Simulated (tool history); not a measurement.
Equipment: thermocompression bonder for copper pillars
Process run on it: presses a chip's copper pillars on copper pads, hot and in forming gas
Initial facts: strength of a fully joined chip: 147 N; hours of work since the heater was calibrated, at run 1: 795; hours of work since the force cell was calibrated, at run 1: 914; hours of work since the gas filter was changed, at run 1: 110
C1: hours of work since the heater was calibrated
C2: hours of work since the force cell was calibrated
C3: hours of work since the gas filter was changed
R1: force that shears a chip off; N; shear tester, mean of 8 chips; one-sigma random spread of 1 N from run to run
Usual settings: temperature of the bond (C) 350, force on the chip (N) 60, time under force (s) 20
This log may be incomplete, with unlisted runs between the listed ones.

run 1 hour=0.0 | temperature_of_the_bond_(C)=350 force_on_the_chip_(N)=60 time_under_force_(s)=20 | C1=795 C2=914 C3=110 | R1=85.8
run 2 hour=24.8 | temperature_of_the_bond_(C)=350 force_on_the_chip_(N)=60 time_under_force_(s)=20 | C1=809 C2=929 C3=124 | R1=86.4
run 3 hour=56.9 | temperature_of_the_bond_(C)=368 force_on_the_chip_(N)=60 time_under_force_(s)=20 | C1=829 C2=948 C3=144 | R1=95.1
-- hour=71.3 forming gas filter changed
run 4 hour=77.3 | temperature_of_the_bond_(C)=368 force_on_the_chip_(N)=60 time_under_force_(s)=20 | C1=840 C2=960 C3=4 | R1=105.6
run 5 hour=94.4 | temperature_of_the_bond_(C)=350 force_on_the_chip_(N)=60 time_under_force_(s)=38 | C1=851 C2=970 C3=14 | R1=108.8
run 6 hour=117.9 | temperature_of_the_bond_(C)=350 force_on_the_chip_(N)=60 time_under_force_(s)=38 | C1=865 C2=984 C3=28 | R1=109.1
run 7 hour=136.3 | temperature_of_the_bond_(C)=350 force_on_the_chip_(N)=60 time_under_force_(s)=20 | C1=876 C2=995 C3=39 | R1=89.3
run 8 hour=163.5 | temperature_of_the_bond_(C)=350 force_on_the_chip_(N)=62 time_under_force_(s)=20 | C1=892 C2=1011 C3=55 | R1=92.9
run 9 hour=200.1 | temperature_of_the_bond_(C)=350 force_on_the_chip_(N)=62 time_under_force_(s)=20 | C1=914 C2=1033 C3=77 | R1=89.9
run 10 hour=220.9 | temperature_of_the_bond_(C)=350 force_on_the_chip_(N)=62 time_under_force_(s)=20 | C1=926 C2=1045 C3=89 | R1=89.1
run 11 hour=257.5 | temperature_of_the_bond_(C)=350 force_on_the_chip_(N)=62 time_under_force_(s)=20 | C1=948 C2=1067 C3=111 | R1=88.2
run 12 hour=281.3 | temperature_of_the_bond_(C)=350 force_on_the_chip_(N)=62 time_under_force_(s)=20 | C1=962 C2=1081 C3=125 | R1=88.8
run 13 hour=306.7 | temperature_of_the_bond_(C)=350 force_on_the_chip_(N)=62 time_under_force_(s)=20 | C1=977 C2=1097 C3=140 | R1=85.6
-- hour=327.1 forming gas filter changed
run 14 hour=333.5 | temperature_of_the_bond_(C)=350 force_on_the_chip_(N)=60 time_under_force_(s)=20 | C1=993 C2=1112 C3=4 | R1=93.0
run 15 hour=351.8 | temperature_of_the_bond_(C)=350 force_on_the_chip_(N)=60 time_under_force_(s)=20 | C1=1004 C2=1123 C3=15 | R1=92.2
run 16 hour=388.5 | temperature_of_the_bond_(C)=350 force_on_the_chip_(N)=60 time_under_force_(s)=16 | C1=1025 C2=1145 C3=37 | R1=84.2
run 17 hour=416.4 | temperature_of_the_bond_(C)=350 force_on_the_chip_(N)=60 time_under_force_(s)=16 | C1=1042 C2=1162 C3=53 | R1=82.9
run 18 hour=434.6 | temperature_of_the_bond_(C)=360 force_on_the_chip_(N)=73 time_under_force_(s)=16 | C1=1053 C2=1172 C3=64 | R1=99.8
run 19 hour=459.2 | temperature_of_the_bond_(C)=360 force_on_the_chip_(N)=73 time_under_force_(s)=16 | C1=1068 C2=1187 C3=79 | R1=97.7
run 20 hour=493.7 | temperature_of_the_bond_(C)=360 force_on_the_chip_(N)=73 time_under_force_(s)=16 | C1=1088 C2=1208 C3=99 | R1=94.1
run 21 hour=517.4 | temperature_of_the_bond_(C)=322 force_on_the_chip_(N)=78 time_under_force_(s)=44 | C1=1102 C2=1222 C3=113 | R1=98.3
run 22 hour=548.6 | temperature_of_the_bond_(C)=336 force_on_the_chip_(N)=37 time_under_force_(s)=21 | C1=1121 C2=1240 C3=132 | R1=58.1
-- hour=582.0 forming gas filter changed
run 23 hour=584.1 | temperature_of_the_bond_(C)=358 force_on_the_chip_(N)=45 time_under_force_(s)=21 | C1=1142 C2=1261 C3=1 | R1=87.4
run 24 hour=608.3 | temperature_of_the_bond_(C)=347 force_on_the_chip_(N)=46 time_under_force_(s)=54 | C1=1156 C2=1276 C3=16 | R1=104.1
run 25 hour=637.5 | temperature_of_the_bond_(C)=341 force_on_the_chip_(N)=50 time_under_force_(s)=45 | C1=1173 C2=1293 C3=33 | R1=97.3
run 26 hour=662.4 | temperature_of_the_bond_(C)=350 force_on_the_chip_(N)=41 time_under_force_(s)=54 | C1=1188 C2=1308 C3=48 | R1=97.5
run 27 hour=698.4 | temperature_of_the_bond_(C)=327 force_on_the_chip_(N)=66 time_under_force_(s)=11 | C1=1210 C2=1329 C3=69 | R1=61.1
run 28 hour=722.6 | temperature_of_the_bond_(C)=327 force_on_the_chip_(N)=66 time_under_force_(s)=29 | C1=1224 C2=1344 C3=84 | R1=83.3
run 29 hour=757.4 | temperature_of_the_bond_(C)=345 force_on_the_chip_(N)=89 time_under_force_(s)=41 | C1=1245 C2=1364 C3=104 | R1=114.8
run 30 hour=787.5 | temperature_of_the_bond_(C)=345 force_on_the_chip_(N)=89 time_under_force_(s)=41 | C1=1263 C2=1382 C3=122 | R1=114.4
run 31 hour=807.8 | temperature_of_the_bond_(C)=345 force_on_the_chip_(N)=89 time_under_force_(s)=41 | C1=1275 C2=1394 C3=134 | R1=112.3
run 32 hour=824.3 | temperature_of_the_bond_(C)=336 force_on_the_chip_(N)=60 time_under_force_(s)=20 | C1=1285 C2=1404 C3=144 | R1=73.7
-- hour=837.0 forming gas filter changed
run 33 hour=860.2 | temperature_of_the_bond_(C)=371 force_on_the_chip_(N)=71 time_under_force_(s)=31 | C1=1306 C2=1425 C3=14 | R1=119.8
run 34 hour=888.6 | temperature_of_the_bond_(C)=371 force_on_the_chip_(N)=53 time_under_force_(s)=31 | C1=1323 C2=1442 C3=31 | R1=109.0

Below are 5 alternative next runs, each starting from the tool's condition after run 34. Predict each:
run A hour=922.3 | temperature_of_the_bond_(C)=337 force_on_the_chip_(N)=60 time_under_force_(s)=20 | C1=1343 C2=1462 C3=51 | R1=?
run B hour=922.3 | temperature_of_the_bond_(C)=334 force_on_the_chip_(N)=52 time_under_force_(s)=14 | C1=1343 C2=1462 C3=51 | R1=?
run C hour=922.3 | temperature_of_the_bond_(C)=339 force_on_the_chip_(N)=70 time_under_force_(s)=23 | C1=1343 C2=1462 C3=51 | R1=?
run D hour=922.3 | temperature_of_the_bond_(C)=377 force_on_the_chip_(N)=81 time_under_force_(s)=11 | C1=1343 C2=1462 C3=51 | R1=?
run E hour=922.3 | temperature_of_the_bond_(C)=350 force_on_the_chip_(N)=48 time_under_force_(s)=18 | C1=1343 C2=1462 C3=51 | R1=?

run=A R1=78.8
run=B R1=60.7
run=C R1=88.3
run=D R1=101.8
run=E R1=74.0
Stripped of hidden state, with their random variation kept, the same runs would have yielded:
run=A R1=92.8
run=B R1=73.0
run=C R1=102.3
run=D R1=114.9
run=E R1=87.3
